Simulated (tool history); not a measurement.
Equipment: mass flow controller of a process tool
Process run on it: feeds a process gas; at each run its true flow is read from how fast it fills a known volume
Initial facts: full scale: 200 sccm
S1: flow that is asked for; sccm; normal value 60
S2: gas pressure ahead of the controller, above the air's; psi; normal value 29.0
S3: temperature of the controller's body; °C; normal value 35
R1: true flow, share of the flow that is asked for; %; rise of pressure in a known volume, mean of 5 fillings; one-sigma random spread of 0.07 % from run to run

{"run": 1, "hour": 0.0, "S1": 60, "S2": 29.0, "S3": 35, "R1": 98.02}
{"run": 2, "hour": 85.6, "S1": 60, "S2": 29.0, "S3": 35, "R1": 98.01}
{"run": 3, "hour": 157.6, "S1": 60, "S2": 39.5, "S3": 35, "R1": 98.39}
{"run": 4, "hour": 307.0, "S1": 60, "S2": 39.5, "S3": 35, "R1": 98.44}
{"run": 5, "hour": 462.7, "S1": 60, "S2": 30.6, "S3": 35, "R1": 98.34}
{"run": 6, "hour": 600.6, "S1": 129, "S2": 29.0, "S3": 35, "R1": 98.91}
{"run": 7, "hour": 713.2, "S1": 129, "S2": 29.0, "S3": 35, "R1": 98.92}
{"run": 8, "hour": 789.4, "S1": 129, "S2": 29.0, "S3": 35, "R1": 98.84}
{"run": 9, "hour": 894.3, "S1": 129, "S2": 29.0, "S3": 35, "R1": 98.97}
{"run": 10, "hour": 979.4, "S1": 129, "S2": 29.0, "S3": 35, "R1": 98.81}
{"run": 11, "hour": 1131.4, "S1": 129, "S2": 29.0, "S3": 35, "R1": 98.89}
{"run": 12, "hour": 1286.5, "S1": 129, "S2": 29.0, "S3": 35, "R1": 99.02}
{"run": 13, "hour": 1352.4, "S1": 60, "S2": 37.4, "S3": 35, "R1": 99.12}
{"run": 14, "hour": 1445.7, "S1": 60, "S2": 37.4, "S3": 35, "R1": 98.94}
{"run": 15, "hour": 1516.1, "S1": 60, "S2": 37.4, "S3": 35, "R1": 99.1}
{"hour": 1525.3, "done": "controller's zero set anew"}
{"run": 16, "hour": 1591.4, "S1": 60, "S2": 29.0, "S3": 35, "R1": 99.78}
{"run": 17, "hour": 1726.4, "S1": 60, "S2": 29.0, "S3": 35, "R1": 99.83}
{"run": 18, "hour": 1861.4, "S1": 60, "S2": 29.0, "S3": 35, "R1": 100.0}
{"run": 19, "hour": 1972.8, "S1": 60, "S2": 29.0, "S3": 35, "R1": 99.99}
{"run": 20, "hour": 2100.9, "S1": 60, "S2": 29.0, "S3": 35, "R1": 100.15}
{"run": 21, "hour": 2199.0, "S1": 60, "S2": 29.0, "S3": 35, "R1": 100.18}
{"run": 22, "hour": 2351.4, "S1": 60, "S2": 29.0, "S3": 35, "R1": 100.19}
{"run": 23, "hour": 2416.6, "S1": 60, "S2": 29.0, "S3": 35, "R1": 100.32}
{"hour": 2455.5, "done": "controller's zero set anew, once more"}
{"run": 24, "hour": 2480.3, "S1": 60, "S2": 29.0, "S3": 35, "R1": 97.87}
{"run": 25, "hour": 2605.0, "S1": 107, "S2": 29.0, "S3": 35, "R1": 98.33}
{"run": 26, "hour": 2693.6, "S1": 107, "S2": 29.0, "S3": 35, "R1": 98.53}
{"run": 27, "hour": 2816.1, "S1": 107, "S2": 29.0, "S3": 35, "R1": 98.5}
{"run": 28, "hour": 2954.6, "S1": 107, "S2": 33.1, "S3": 35, "R1": 98.62}
{"run": 29, "hour": 3082.7, "S1": 174, "S2": 33.1, "S3": 26, "R1": 100.47}
{"run": 30, "hour": 3168.8, "S1": 163, "S2": 33.1, "S3": 21, "R1": 100.95}
{"run": 31, "hour": 3237.7, "S1": 21, "S2": 35.0, "S3": 27, "R1": 99.52}
{"run": 32, "hour": 3366.2, "S1": 60, "S2": 35.8, "S3": 25, "R1": 99.47}
{"run": 33, "hour": 3446.5, "S1": 26, "S2": 37.1, "S3": 32, "R1": 99.17}
{"run": 34, "hour": 3566.4, "S1": 26, "S2": 37.1, "S3": 32, "R1": 99.32}
{"run": 35, "hour": 3638.3, "S1": 63, "S2": 36.7, "S3": 35, "R1": 98.73}
{"run": 36, "hour": 3720.1, "S1": 63, "S2": 36.7, "S3": 35, "R1": 98.64}
{"run": 37, "hour": 3834.9, "S1": 25, "S2": 24.7, "S3": 35, "R1": 99.03}
{"run": 38, "hour": 3987.0, "S1": 110, "S2": 22.2, "S3": 35, "R1": 98.74}
{"run": 39, "hour": 4077.7, "S1": 110, "S2": 22.2, "S3": 35, "R1": 98.7}
{"run": 40, "hour": 4210.1, "S1": 45, "S2": 20.5, "S3": 37, "R1": 98.32}
{"run": 41, "hour": 4275.2, "S1": 45, "S2": 20.5, "S3": 37, "R1": 98.38}
{"run": 42, "hour": 4398.9, "S1": 60, "S2": 27.4, "S3": 30, "R1": 99.35}
{"run": 43, "hour": 4484.7, "S1": 60, "S2": 26.3, "S3": 31, "R1": 99.09}
{"run": 44, "hour": 4599.2, "S1": 60, "S2": 26.3, "S3": 31, "R1": 99.29}
{"run": 45, "hour": 4700.4, "S1": 24, "S2": 36.7, "S3": 31, "R1": 100.94}
{"run": 46, "hour": 4826.8, "S1": 66, "S2": 21.0, "S3": 20, "R1": 100.21}
{"run": 47, "hour": 4982.7, "S1": 181, "S2": 29.0, "S3": 35, "R1": 100.12}
{"run": 48, "hour": 5085.4, "S1": 31, "S2": 26.8, "S3": 34, "R1": 100.24}
{"run": 49, "hour": 5239.7, "S1": 31, "S2": 26.8, "S3": 33, "R1": 100.31}

Below, some changes in R1 between adjacent runs. For each, the amount present without the hidden state too (settings, incoming material, random variation) and the amount remaining for the hidden state with gauge scatter not shared by both compared results:
Hidden conditions of the tool in this case: flow at rest that the sensor doesn't see, % of full scale; true flow over the shown one, %; drift of the gauge itself on true_pct, %.
Run 23 -> 24: controller's zero set anew, once more. R1 -2.45 %: hidden state -2.48, all else +0.03.
Run 28 -> 29: S1 107 -> 174, S3 35 -> 26. R1 +1.85 %: hidden state -0.05, all else +1.90.
Run 44 -> 45: S1 60 -> 24, S2 26.3 -> 36.7. R1 +1.65 %: hidden state +1.83, all else -0.18.
Run 47 -> 48: S1 181 -> 31, S2 29.0 -> 26.8, S3 35 -> 34. R1 +0.12 %: hidden state +2.20, all else -2.08.

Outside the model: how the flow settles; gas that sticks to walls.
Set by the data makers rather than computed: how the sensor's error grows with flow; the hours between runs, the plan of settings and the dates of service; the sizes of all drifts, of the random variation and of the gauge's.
